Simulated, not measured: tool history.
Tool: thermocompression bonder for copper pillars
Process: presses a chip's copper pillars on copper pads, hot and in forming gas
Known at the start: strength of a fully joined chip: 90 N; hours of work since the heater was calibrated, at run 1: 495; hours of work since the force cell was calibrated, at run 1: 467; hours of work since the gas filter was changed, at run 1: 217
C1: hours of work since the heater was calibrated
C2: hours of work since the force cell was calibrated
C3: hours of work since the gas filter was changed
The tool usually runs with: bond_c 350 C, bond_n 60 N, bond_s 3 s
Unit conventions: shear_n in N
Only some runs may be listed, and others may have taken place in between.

run 1 day=0 | bond_c=350 bond_n=60 bond_s=3 | C1=495 C2=467 C3=217 | shear_n=51.9
run 2 day=1.062 | bond_c=350 bond_n=60 bond_s=3 | C1=512 C2=484 C3=235 | shear_n=51
run 3 day=1.696 | bond_c=350 bond_n=60 bond_s=3 | C1=523 C2=495 C3=245 | shear_n=52.5
run 4 day=2.817 | bond_c=350 bond_n=60 bond_s=3 | C1=541 C2=513 C3=264 | shear_n=52.3
run 5 day=3.929 | bond_c=350 bond_n=60 bond_s=3 | C1=559 C2=531 C3=282 | shear_n=50.9
run 6 day=5.329 | bond_c=350 bond_n=60 bond_s=3 | C1=582 C2=554 C3=305 | shear_n=50.1
run 7 day=6.171 | bond_c=350 bond_n=60 bond_s=3 | C1=596 C2=568 C3=319 | shear_n=51.8
run 8 day=7.517 | bond_c=350 bond_n=60 bond_s=3 | C1=618 C2=590 C3=341 | shear_n=52.1
run 9 day=8.788 | bond_c=350 bond_n=60 bond_s=3 | C1=639 C2=611 C3=362 | shear_n=50.3
run 10 day=10.15 | bond_c=350 bond_n=60 bond_s=3 | C1=662 C2=634 C3=384 | shear_n=48.8
run 11 day=11.071 | bond_c=350 bond_n=60 bond_s=3 | C1=677 C2=649 C3=399 | shear_n=50.8
run 12 day=11.821 | bond_c=350 bond_n=60 bond_s=3 | C1=689 C2=661 C3=412 | shear_n=49.7
-- day=12.796 forming gas filter changed
run 13 day=13.096 | bond_c=350 bond_n=60 bond_s=3 | C1=710 C2=682 C3=5 | shear_n=53.1
run 14 day=13.838 | bond_c=350 bond_n=60 bond_s=3 | C1=722 C2=694 C3=17 | shear_n=52.4
run 15 day=15.175 | bond_c=350 bond_n=60 bond_s=3 | C1=744 C2=716 C3=39 | shear_n=54.1
run 16 day=16.221 | bond_c=350 bond_n=60 bond_s=3 | C1=761 C2=733 C3=56 | shear_n=53.8
run 17 day=16.846 | bond_c=350 bond_n=77 bond_s=3 | C1=771 C2=743 C3=67 | shear_n=64.6
run 18 day=17.512 | bond_c=350 bond_n=60 bond_s=3 | C1=782 C2=754 C3=78 | shear_n=52.3
run 19 day=18.592 | bond_c=350 bond_n=60 bond_s=3 | C1=800 C2=772 C3=95 | shear_n=51.6
run 20 day=19.888 | bond_c=350 bond_n=60 bond_s=3 | C1=821 C2=793 C3=117 | shear_n=53
run 21 day=20.904 | bond_c=350 bond_n=60 bond_s=3 | C1=838 C2=810 C3=133 | shear_n=51.9
run 22 day=22.292 | bond_c=350 bond_n=53 bond_s=7 | C1=861 C2=833 C3=156 | shear_n=59
run 23 day=23.542 | bond_c=368 bond_n=56 bond_s=2 | C1=881 C2=853 C3=177 | shear_n=50.1
run 24 day=24.212 | bond_c=372 bond_n=62 bond_s=8 | C1=892 C2=864 C3=188 | shear_n=78.6
run 25 day=25.1 | bond_c=335 bond_n=60 bond_s=2 | C1=907 C2=879 C3=202 | shear_n=38.5
run 26 day=26.067 | bond_c=379 bond_n=80 bond_s=8 | C1=923 C2=895 C3=218 | shear_n=85.1
run 27 day=27.471 | bond_c=369 bond_n=51 bond_s=9 | C1=946 C2=918 C3=241 | shear_n=69.4
run 28 day=28.492 | bond_c=320 bond_n=49 bond_s=5 | C1=963 C2=935 C3=258 | shear_n=36
run 29 day=29.229 | bond_c=355 bond_n=43 bond_s=5 | C1=975 C2=947 C3=270 | shear_n=47
run 30 day=30.546 | bond_c=350 bond_n=60 bond_s=8 | C1=996 C2=968 C3=292 | shear_n=64.6
run 31 day=31.946 | bond_c=322 bond_n=60 bond_s=3 | C1=1019 C2=991 C3=315 | shear_n=37.8
run 32 day=33.35 | bond_c=350 bond_n=43 bond_s=8 | C1=1042 C2=1014 C3=338 | shear_n=50
-- day=34.429 heater calibrated with a thermocouple chip
run 33 day=34.612 | bond_c=322 bond_n=44 bond_s=2 | C1=3 C2=1034 C3=357 | shear_n=21.5
run 34 day=35.45 | bond_c=354 bond_n=66 bond_s=2 | C1=17 C2=1048 C3=371 | shear_n=47.2
run 35 day=36.479 | bond_c=339 bond_n=50 bond_s=2 | C1=34 C2=1064 C3=388 | shear_n=30.1
-- day=37.379 force cell calibrated
run 36 day=37.854 | bond_c=344 bond_n=88 bond_s=4 | C1=55 C2=8 C3=409 | shear_n=69
run 37 day=38.488 | bond_c=344 bond_n=88 bond_s=4 | C1=66 C2=18 C3=420 | shear_n=67.7
-- day=38.921 forming gas filter changed
run 38 day=39.671 | bond_c=350 bond_n=41 bond_s=5 | C1=85 C2=37 C3=12 | shear_n=45.7
run 39 day=40.55 | bond_c=340 bond_n=43 bond_s=3 | C1=99 C2=52 C3=27 | shear_n=34

Branching from run 39: 3 alternative next runs. What would each branch give?
run A day=41.4 | bond_c=340 bond_n=37 bond_s=3 | C1=113 C2=66 C3=41 | shear_n=?
run B day=41.4 | bond_c=340 bond_n=43 bond_s=3 | C1=113 C2=66 C3=41 | shear_n=?
run C day=41.4 | bond_c=325 bond_n=60 bond_s=3 | C1=113 C2=66 C3=41 | shear_n=?

run=A shear_n=29
run=B shear_n=33.5
run=C shear_n=39.3
With no hidden state in the tool, these same runs would have given:
run=A shear_n=29.7
run=B shear_n=34.3
run=C shear_n=40.2

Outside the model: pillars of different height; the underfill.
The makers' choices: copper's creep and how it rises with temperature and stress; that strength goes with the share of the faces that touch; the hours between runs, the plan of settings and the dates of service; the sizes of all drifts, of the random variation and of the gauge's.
